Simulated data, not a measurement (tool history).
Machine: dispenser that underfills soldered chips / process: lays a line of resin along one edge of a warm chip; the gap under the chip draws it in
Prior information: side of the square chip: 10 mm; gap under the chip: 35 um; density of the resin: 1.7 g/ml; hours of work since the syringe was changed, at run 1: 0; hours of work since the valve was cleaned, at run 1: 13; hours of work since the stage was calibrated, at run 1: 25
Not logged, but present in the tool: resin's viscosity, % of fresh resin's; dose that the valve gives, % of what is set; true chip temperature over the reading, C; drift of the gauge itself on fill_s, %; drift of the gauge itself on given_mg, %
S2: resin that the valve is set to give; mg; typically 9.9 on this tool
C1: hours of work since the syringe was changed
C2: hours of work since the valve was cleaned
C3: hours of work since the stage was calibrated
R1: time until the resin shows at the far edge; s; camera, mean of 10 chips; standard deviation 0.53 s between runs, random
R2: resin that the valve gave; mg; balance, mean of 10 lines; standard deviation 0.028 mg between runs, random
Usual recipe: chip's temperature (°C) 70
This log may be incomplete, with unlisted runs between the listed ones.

run 1 day=0 | chip's_temperature_(°C)=70 S2=9.9 | C1=0 C2=13 C3=25 | R1=43.7 R2=9.85
run 2 day=0.575 | chip's_temperature_(°C)=65 S2=9.9 | C1=9 C2=22 C3=34 | R1=88.8 R2=9.87
-- day=0.65 new syringe of resin
run 3 day=1.171 | chip's_temperature_(°C)=70 S2=9.9 | C1=8 C2=30 C3=42 | R1=65 R2=9.85
-- day=1.292 new syringe of resin
run 4 day=1.738 | chip's_temperature_(°C)=70 S2=9.9 | C1=6 C2=38 C3=50 | R1=60.9 R2=9.81
-- day=1.954 new syringe of resin
run 5 day=2.442 | chip's_temperature_(°C)=69 S2=9.9 | C1=7 C2=48 C3=61 | R1=65.6 R2=9.78
-- day=2.562 new syringe of resin
run 6 day=2.825 | chip's_temperature_(°C)=69 S2=9.9 | C1=4 C2=54 C3=66 | R1=54.9 R2=9.75
-- day=3.208 new syringe of resin
run 7 day=3.488 | chip's_temperature_(°C)=69 S2=9.9 | C1=4 C2=63 C3=75 | R1=55.2 R2=9.78
-- day=3.867 new syringe of resin
run 8 day=3.912 | chip's_temperature_(°C)=69 S2=9.9 | C1=1 C2=69 C3=81 | R1=46.6 R2=9.7
run 9 day=4.212 | chip's_temperature_(°C)=69 S2=9.9 | C1=5 C2=73 C3=86 | R1=58.7 R2=9.72
-- day=4.488 new syringe of resin
run 10 day=4.733 | chip's_temperature_(°C)=70 S2=9.9 | C1=4 C2=81 C3=93 | R1=51.6 R2=9.7
run 11 day=5.083 | chip's_temperature_(°C)=70 S2=9.9 | C1=9 C2=86 C3=98 | R1=67 R2=9.67
-- day=5.146 new syringe of resin
-- day=5.762 new syringe of resin
run 12 day=5.762 | chip's_temperature_(°C)=70 S2=9.9 | C1=0 C2=95 C3=108 | R1=42.4 R2=9.67
-- day=6.379 new syringe of resin
run 13 day=6.488 | chip's_temperature_(°C)=70 S2=9.9 | C1=2 C2=106 C3=118 | R1=45.7 R2=9.61
-- day=6.983 new syringe of resin
run 14 day=7.238 | chip's_temperature_(°C)=70 S2=9.9 | C1=4 C2=117 C3=129 | R1=50.1 R2=9.6
-- day=7.612 new syringe of resin
run 15 day=7.729 | chip's_temperature_(°C)=70 S2=9.9 | C1=2 C2=124 C3=136 | R1=45.5 R2=9.53
-- day=8.212 dispensing valve cleaned and set on the balance
-- day=8.262 new syringe of resin
run 16 day=8.471 | chip's_temperature_(°C)=70 S2=9.9 | C1=3 C2=4 C3=146 | R1=47.4 R2=9.94
-- day=8.925 new syringe of resin
run 17 day=9.067 | chip's_temperature_(°C)=70 S2=9.9 | C1=2 C2=12 C3=154 | R1=45.7 R2=9.88
-- day=9.575 new syringe of resin
run 18 day=9.658 | chip's_temperature_(°C)=70 S2=9.9 | C1=1 C2=21 C3=163 | R1=42.8 R2=9.86
-- day=10.217 new syringe of resin
run 19 day=10.229 | chip's_temperature_(°C)=70 S2=9.9 | C1=0 C2=29 C3=171 | R1=41.6 R2=9.81
run 20 day=10.617 | chip's_temperature_(°C)=70 S2=12.12 | C1=6 C2=34 C3=177 | R1=54.4 R2=12.05
-- day=10.871 new syringe of resin
run 21 day=11.258 | chip's_temperature_(°C)=70 S2=12.12 | C1=6 C2=43 C3=186 | R1=51.6 R2=12.02
-- day=11.508 new syringe of resin
run 22 day=11.612 | chip's_temperature_(°C)=74 S2=9.63 | C1=2 C2=48 C3=191 | R1=36.2 R2=9.47
run 23 day=11.958 | chip's_temperature_(°C)=84 S2=12 | C1=7 C2=53 C3=196 | R1=27.3 R2=11.79
-- day=12.112 new syringe of resin
run 24 day=12.658 | chip's_temperature_(°C)=84 S2=12 | C1=8 C2=64 C3=206 | R1=29.1 R2=11.81
-- day=12.725 new syringe of resin
run 25 day=13.108 | chip's_temperature_(°C)=65 S2=10.38 | C1=6 C2=70 C3=212 | R1=70.6 R2=10.17
-- day=13.396 new syringe of resin
run 26 day=13.667 | chip's_temperature_(°C)=74 S2=11.19 | C1=4 C2=78 C3=220 | R1=39.4 R2=10.93
-- day=14.004 new syringe of resin
run 27 day=14.167 | chip's_temperature_(°C)=60 S2=9.9 | C1=2 C2=85 C3=227 | R1=77.6 R2=9.65
-- day=14.662 new syringe of resin
run 28 day=14.875 | chip's_temperature_(°C)=60 S2=9.9 | C1=3 C2=95 C3=237 | R1=80.2 R2=9.6
run 29 day=15.225 | chip's_temperature_(°C)=71 S2=12.09 | C1=8 C2=100 C3=242 | R1=55.3 R2=11.73
-- day=15.296 new syringe of resin
run 30 day=15.854 | chip's_temperature_(°C)=71 S2=12.09 | C1=8 C2=109 C3=251 | R1=54.8 R2=11.73
-- day=15.929 new syringe of resin
run 31 day=16.221 | chip's_temperature_(°C)=72 S2=9.45 | C1=4 C2=114 C3=257 | R1=45.3 R2=9.13
-- day=16.538 new syringe of resin
run 32 day=16.538 | chip's_temperature_(°C)=56 S2=10.46 | C1=0 C2=119 C3=261 | R1=85.4 R2=10.08
-- day=17.179 new syringe of resin
run 33 day=17.225 | chip's_temperature_(°C)=76 S2=8.89 | C1=1 C2=129 C3=271 | R1=29.7 R2=8.51
-- day=17.358 dispensing valve cleaned and set on the balance
run 34 day=17.788 | chip's_temperature_(°C)=58 S2=9.81 | C1=8 C2=6 C3=278 | R1=114.3 R2=9.78
-- day=17.833 new syringe of resin
run 35 day=18.392 | chip's_temperature_(°C)=64 S2=10.58 | C1=8 C2=15 C3=287 | R1=79 R2=10.5

Entry by entry between the runs, the difference in hidden state between the last listed run before and the first listed run after:
From run 2 to run 3: new syringe of resin (day 0.65)
  resin's viscosity, % of fresh resin's: 155.8 -> 149.7; dose that the valve gives, % of what is set: 99.59 -> 99.33; true chip temperature over the reading, C: 0.46 -> 0.52
  measured minus no-state result, R1: +30.2 -> +20.3 s; R2: -0.04 -> -0.07 mg
From run 3 to run 4: new syringe of resin (day 1.292)
  resin's viscosity, % of fresh resin's: 149.7 -> 140.4; dose that the valve gives, % of what is set: 99.33 -> 99.1; true chip temperature over the reading, C: 0.52 -> 0.59
  measured minus no-state result, R1: +20.3 -> +16.1 s; R2: -0.07 -> -0.09 mg
From run 4 to run 5: new syringe of resin (day 1.954)
  resin's viscosity, % of fresh resin's: 140.4 -> 144.3; dose that the valve gives, % of what is set: 99.1 -> 98.76; true chip temperature over the reading, C: 0.59 -> 0.67
  measured minus no-state result, R1: +16.1 -> +18.5 s; R2: -0.09 -> -0.13 mg
From run 5 to run 6: new syringe of resin (day 2.562)
  resin's viscosity, % of fresh resin's: 144.3 -> 123.3; dose that the valve gives, % of what is set: 98.76 -> 98.61; true chip temperature over the reading, C: 0.67 -> 0.71
  measured minus no-state result, R1: +18.5 -> +8.8 s; R2: -0.13 -> -0.13 mg
From run 6 to run 7: new syringe of resin (day 3.208)
  dose that the valve gives, % of what is set: 98.61 -> 98.3; true chip temperature over the reading, C: 0.71 -> 0.79
  measured minus no-state result, R1: +8.8 -> +8.5 s; R2: -0.13 -> -0.16 mg
From run 7 to run 8: new syringe of resin (day 3.867)
  resin's viscosity, % of fresh resin's: 123.3 -> 104; dose that the valve gives, % of what is set: 98.3 -> 98.12; true chip temperature over the reading, C: 0.79 -> 0.83
  measured minus no-state result, R1: +8.5 -> -0.2 s; R2: -0.16 -> -0.18 mg
From run 9 to run 10: new syringe of resin (day 4.488)
  resin's viscosity, % of fresh resin's: 130.1 -> 120.9; dose that the valve gives, % of what is set: 97.99 -> 97.76; true chip temperature over the reading, C: 0.87 -> 0.94
  measured minus no-state result, R1: +11.5 -> +6.8 s; R2: -0.19 -> -0.23 mg
From run 11 to run 12: new syringe of resin (day 5.146); new syringe of resin (day 5.762)
  resin's viscosity, % of fresh resin's: 157.3 -> 100.9; dose that the valve gives, % of what is set: 97.61 -> 97.32; true chip temperature over the reading, C: 0.97 -> 1.05
  measured minus no-state result, R1: +22.2 -> -2 s; R2: -0.23 -> -0.26 mg
From run 12 to run 13: new syringe of resin (day 6.379)
  resin's viscosity, % of fresh resin's: 100.9 -> 110; dose that the valve gives, % of what is set: 97.32 -> 97.01; true chip temperature over the reading, C: 1.05 -> 1.12
  measured minus no-state result, R1: -2 -> +1.6 s; R2: -0.26 -> -0.3 mg
From run 13 to run 14: new syringe of resin (day 6.983)
  resin's viscosity, % of fresh resin's: 110 -> 122.5; dose that the valve gives, % of what is set: 97.01 -> 96.67; true chip temperature over the reading, C: 1.12 -> 1.21
  measured minus no-state result, R1: +1.6 -> +6.6 s; R2: -0.3 -> -0.33 mg
From run 14 to run 15: new syringe of resin (day 7.612)
  resin's viscosity, % of fresh resin's: 122.5 -> 109.6; dose that the valve gives, % of what is set: 96.67 -> 96.45; true chip temperature over the reading, C: 1.21 -> 1.27
  measured minus no-state result, R1: +6.6 -> +1.2 s; R2: -0.33 -> -0.35 mg
From run 15 to run 16: dispensing valve cleaned and set on the balance (day 8.212); new syringe of resin (day 8.262)
  resin's viscosity, % of fresh resin's: 109.6 -> 115.9; dose that the valve gives, % of what is set: 96.45 -> 100.05; true chip temperature over the reading, C: 1.27 -> 1.34
  measured minus no-state result, R1: +1.2 -> +3.4 s; R2: -0.35 -> +0.01 mg
From run 16 to run 17: new syringe of resin (day 8.925)
  resin's viscosity, % of fresh resin's: 115.9 -> 111.3; dose that the valve gives, % of what is set: 100.05 -> 99.78; true chip temperature over the reading, C: 1.34 -> 1.41
  measured minus no-state result, R1: +3.4 -> +1.4 s; R2: +0.01 -> -0.02 mg
From run 17 to run 18: new syringe of resin (day 9.575)
  resin's viscosity, % of fresh resin's: 111.3 -> 106.5; dose that the valve gives, % of what is set: 99.78 -> 99.53; true chip temperature over the reading, C: 1.41 -> 1.48
  measured minus no-state result, R1: +1.4 -> -0.7 s; R2: -0.02 -> -0.05 mg
From run 18 to run 19: new syringe of resin (day 10.217)
  resin's viscosity, % of fresh resin's: 106.5 -> 102; dose that the valve gives, % of what is set: 99.53 -> 99.27; true chip temperature over the reading, C: 1.48 -> 1.54
  measured minus no-state result, R1: -0.7 -> -2.7 s; R2: -0.05 -> -0.07 mg
From run 20 to run 21: new syringe of resin (day 10.871)
  resin's viscosity, % of fresh resin's: 136.4 -> 130.3; dose that the valve gives, % of what is set: 99.08 -> 98.79; true chip temperature over the reading, C: 1.59 -> 1.66
  measured minus no-state result, R1: +10.9 -> +8.3 s; R2: -0.12 -> -0.15 mg
From run 21 to run 22: new syringe of resin (day 11.508)
  resin's viscosity, % of fresh resin's: 130.3 -> 107.8; dose that the valve gives, % of what is set: 98.79 -> 98.64; true chip temperature over the reading, C: 1.66 -> 1.7
  measured minus no-state result, R1: +8.3 -> -0.4 s; R2: -0.15 -> -0.13 mg
From run 23 to run 24: new syringe of resin (day 12.112)
  resin's viscosity, % of fresh resin's: 139.6 -> 153.3; dose that the valve gives, % of what is set: 98.49 -> 98.2; true chip temperature over the reading, C: 1.75 -> 1.82
  measured minus no-state result, R1: +5.9 -> +8.3 s; R2: -0.18 -> -0.22 mg
From run 24 to run 25: new syringe of resin (day 12.725)
  resin's viscosity, % of fresh resin's: 153.3 -> 135; dose that the valve gives, % of what is set: 98.2 -> 97.99; true chip temperature over the reading, C: 1.82 -> 1.87
  measured minus no-state result, R1: +8.3 -> +12.6 s; R2: -0.22 -> -0.21 mg
From run 25 to run 26: new syringe of resin (day 13.396)
  resin's viscosity, % of fresh resin's: 135 -> 121.3; dose that the valve gives, % of what is set: 97.99 -> 97.75; true chip temperature over the reading, C: 1.87 -> 1.93
  measured minus no-state result, R1: +12.6 -> +3.5 s; R2: -0.21 -> -0.25 mg
From run 26 to run 27: new syringe of resin (day 14.004)
  resin's viscosity, % of fresh resin's: 121.3 -> 112.7; dose that the valve gives, % of what is set: 97.75 -> 97.53; true chip temperature over the reading, C: 1.93 -> 1.99
  measured minus no-state result, R1: +3.5 -> +0.6 s; R2: -0.25 -> -0.25 mg
From run 27 to run 28: new syringe of resin (day 14.662)
  resin's viscosity, % of fresh resin's: 112.7 -> 116.8; dose that the valve gives, % of what is set: 97.53 -> 97.21; true chip temperature over the reading, C: 1.99 -> 2.08
  measured minus no-state result, R1: +0.6 -> +3 s; R2: -0.25 -> -0.28 mg
From run 29 to run 30: new syringe of resin (day 15.296)
  resin's viscosity, % of fresh resin's: 151.7 -> 150.5; dose that the valve gives, % of what is set: 97.05 -> 96.77; true chip temperature over the reading, C: 2.12 -> 2.18
  measured minus no-state result, R1: +14.6 -> +13.9 s; R2: -0.35 -> -0.39 mg
From run 30 to run 31: new syringe of resin (day 15.929)
  resin's viscosity, % of fresh resin's: 150.5 -> 123.3; dose that the valve gives, % of what is set: 96.77 -> 96.62; true chip temperature over the reading, C: 2.18 -> 2.22
  measured minus no-state result, R1: +13.9 -> +4.1 s; R2: -0.39 -> -0.32 mg
From run 31 to run 32: new syringe of resin (day 16.538)
  resin's viscosity, % of fresh resin's: 123.3 -> 99.4; dose that the valve gives, % of what is set: 96.62 -> 96.48; true chip temperature over the reading, C: 2.22 -> 2.26
  measured minus no-state result, R1: +4.1 -> -12.4 s; R2: -0.32 -> -0.37 mg
From run 32 to run 33: new syringe of resin (day 17.179)
  resin's viscosity, % of fresh resin's: 99.4 -> 102.3; dose that the valve gives, % of what is set: 96.48 -> 96.19; true chip temperature over the reading, C: 2.26 -> 2.33
  measured minus no-state result, R1: -12.4 -> -2.9 s; R2: -0.37 -> -0.34 mg
From run 33 to run 34: dispensing valve cleaned and set on the balance (day 17.358)
  resin's viscosity, % of fresh resin's: 102.3 -> 150.8; dose that the valve gives, % of what is set: 96.19 -> 99.85; true chip temperature over the reading, C: 2.33 -> 2.39
  measured minus no-state result, R1: -2.9 -> +27.2 s; R2: -0.34 -> -0.01 mg
From run 34 to run 35: new syringe of resin (day 17.833)
  resin's viscosity, % of fresh resin's: 150.8 -> 150.2; dose that the valve gives, % of what is set: 99.85 -> 99.6; true chip temperature over the reading, C: 2.39 -> 2.46
  measured minus no-state result, R1: +27.2 -> +18.7 s; R2: -0.01 -> -0.04 mg

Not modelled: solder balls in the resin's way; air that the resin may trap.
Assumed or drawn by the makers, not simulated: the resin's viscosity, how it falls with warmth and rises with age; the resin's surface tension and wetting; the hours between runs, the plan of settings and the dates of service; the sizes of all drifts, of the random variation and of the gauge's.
